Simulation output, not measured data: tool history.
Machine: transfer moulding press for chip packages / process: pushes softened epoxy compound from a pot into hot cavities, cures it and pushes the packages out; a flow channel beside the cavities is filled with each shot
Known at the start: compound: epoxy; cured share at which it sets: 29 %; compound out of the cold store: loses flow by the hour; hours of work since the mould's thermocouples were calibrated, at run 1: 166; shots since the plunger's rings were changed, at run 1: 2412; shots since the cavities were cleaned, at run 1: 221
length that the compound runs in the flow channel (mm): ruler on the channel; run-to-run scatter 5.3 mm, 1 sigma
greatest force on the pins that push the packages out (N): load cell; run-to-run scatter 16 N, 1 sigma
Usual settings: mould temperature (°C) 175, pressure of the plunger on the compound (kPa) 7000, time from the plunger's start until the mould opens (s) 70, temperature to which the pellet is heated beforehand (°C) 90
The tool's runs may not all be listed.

| run | hour | mould temperature (°C) | pressure of the plunger on the compound (kPa) | time from the plunger's start until the mould opens (s) | temperature to which the pellet is heated beforehand (°C) | hours of work since the mould's thermocouples were calibrated | shots since the plunger's rings were changed | shots since the cavities were cleaned | incoming compound's hours out of the cold store | length that the compound runs in the flow channel (mm) | greatest force on the pins that push the packages out (N) |
|---|---|---|---|---|---|---|---|---|---|---|---|
| 1 | 0 | 175 | 7000 | 70 | 90 | 166 | 2412 | 221 | 28.5 | 632 | 894 |
|  | 27.8 | cavities cleaned with cleaning compound and waxed |
| 2 | 38.9 | 175 | 7000 | 70 | 90 | 191 | 3006 | 176 | 23.7 | 631 | 904 |
|  | 71.7 | cavities cleaned with cleaning compound and waxed |
| 3 | 106.6 | 175 | 7000 | 70 | 90 | 235 | 4054 | 552 | 26.8 | 609 | 1092 |
|  | 113.6 | cavities cleaned with cleaning compound and waxed |
|  | 127 | plunger's sealing rings changed |
|  | 157.5 | cavities cleaned with cleaning compound and waxed |
| 4 | 174.9 | 175 | 7000 | 70 | 90 | 277 | 736 | 276 | 24.2 | 644 | 961 |
|  | 202.8 | cavities cleaned with cleaning compound and waxed |
| 5 | 211.2 | 175 | 7000 | 70 | 90 | 300 | 1286 | 132 | 47 | 618 | 850 |
| 6 | 238.4 | 175 | 7000 | 70 | 90 | 318 | 1718 | 564 | 23.8 | 644 | 1115 |
|  | 246.8 | cavities cleaned with cleaning compound and waxed |
|  | 278.6 | mould's thermocouples calibrated |
|  | 292.1 | cavities cleaned with cleaning compound and waxed |
| 7 | 308.6 | 175 | 7000 | 70 | 95 | 19 | 2751 | 261 | 14.6 | 639 | 913 |
|  | 333.7 | cavities cleaned with cleaning compound and waxed |
| 8 | 370.3 | 175 | 7000 | 70 | 95 | 59 | 3705 | 579 | 11.1 | 645 | 1077 |
|  | 375 | cavities cleaned with cleaning compound and waxed |
|  | 413.4 | plunger's sealing rings changed |
|  | 421.9 | cavities cleaned with cleaning compound and waxed |
| 9 | 421.9 | 175 | 7000 | 70 | 95 | 89 | 112 | 0 | 24 | 651 | 778 |
|  | 464.6 | cavities cleaned with cleaning compound and waxed |
| 10 | 490.6 | 175 | 7000 | 70 | 95 | 134 | 1176 | 412 | 9.1 | 673 | 1047 |
|  | 510.8 | cavities cleaned with cleaning compound and waxed |
|  | 553.5 | cavities cleaned with cleaning compound and waxed |
| 11 | 558.6 | 175 | 7000 | 70 | 95 | 177 | 2208 | 82 | 18.2 | 657 | 835 |
|  | 598.5 | cavities cleaned with cleaning compound and waxed |
| 12 | 598.9 | 175 | 7000 | 70 | 95 | 203 | 2822 | 6 | 10.8 | 645 | 806 |
|  | 643.5 | cavities cleaned with cleaning compound and waxed |
| 13 | 660.7 | 173 | 7000 | 70 | 90 | 243 | 3777 | 271 | 24.6 | 615 | 1116 |
|  | 687 | cavities cleaned with cleaning compound and waxed |
|  | 698.2 | plunger's sealing rings changed |
| 14 | 719 | 173 | 7000 | 70 | 90 | 279 | 329 | 467 | 8.3 | 693 | 1264 |
|  | 731.5 | cavities cleaned with cleaning compound and waxed |
|  | 776.9 | cavities cleaned with cleaning compound and waxed |
| 15 | 788.4 | 175 | 6850 | 70 | 90 | 323 | 1382 | 182 | 15.5 | 662 | 979 |
|  | 821.3 | mould's thermocouples calibrated |
|  | 822.8 | cavities cleaned with cleaning compound and waxed |
| 16 | 852.4 | 175 | 6850 | 70 | 90 | 20 | 2342 | 470 | 22.5 | 642 | 1055 |
|  | 865 | cavities cleaned with cleaning compound and waxed |
| 17 | 892.6 | 177 | 6160 | 86 | 83 | 45 | 2954 | 437 | 42 | 555 | 530 |
|  | 909 | cavities cleaned with cleaning compound and waxed |
|  | 950.8 | cavities cleaned with cleaning compound and waxed |
| 18 | 954.9 | 177 | 6160 | 86 | 83 | 85 | 3895 | 65 | 40.1 | 551 | 445 |
|  | 987.2 | plunger's sealing rings changed |
|  | 998.2 | cavities cleaned with cleaning compound and waxed |
| 19 | 1002.7 | 177 | 6160 | 59 | 98 | 114 | 222 | 72 | 34.4 | 596 | 1121 |
| 20 | 1035.1 | 178 | 6530 | 98 | 99 | 135 | 736 | 586 | 18.2 | 634 | 500 |
|  | 1042.2 | cavities cleaned with cleaning compound and waxed |
| 21 | 1080.9 | 178 | 6530 | 98 | 99 | 165 | 1438 | 614 | 9.7 | 649 | 479 |
|  | 1086.6 | cavities cleaned with cleaning compound and waxed |
|  | 1130.8 | cavities cleaned with cleaning compound and waxed |
| 22 | 1139.9 | 172 | 6530 | 58 | 99 | 202 | 2325 | 144 | 38.4 | 598 | 1474 |
|  | 1174.5 | cavities cleaned with cleaning compound and waxed |
| 23 | 1200.8 | 172 | 6530 | 58 | 99 | 241 | 3267 | 417 | 40.7 | 581 | 1688 |
|  | 1217.7 | cavities cleaned with cleaning compound and waxed |
| 24 | 1246.1 | 172 | 6530 | 58 | 99 | 270 | 3962 | 452 | 43.6 | 573 | 1702 |
|  | 1258.7 | cavities cleaned with cleaning compound and waxed |
|  | 1271.8 | plunger's sealing rings changed |
| 25 | 1282.6 | 172 | 6530 | 58 | 99 | 292 | 171 | 339 | 34.2 | 625 | 1708 |

The next listed run, before its measurement:
|  | 1303.6 | cavities cleaned with cleaning compound and waxed |
| 26 | 1340.6 | 175 | 7000 | 84 | 90 | 329 | 1066 | 585 | 43 | ? | ? |

Run 26 produced length that the compound runs in the flow channel (mm) 620, greatest force on the pins that push the packages out (N) 657.
On a tool with no hidden condition, and with the same random variation, this run would have come out at length that the compound runs in the flow channel (mm) 633, greatest force on the pins that push the packages out (N) 450.
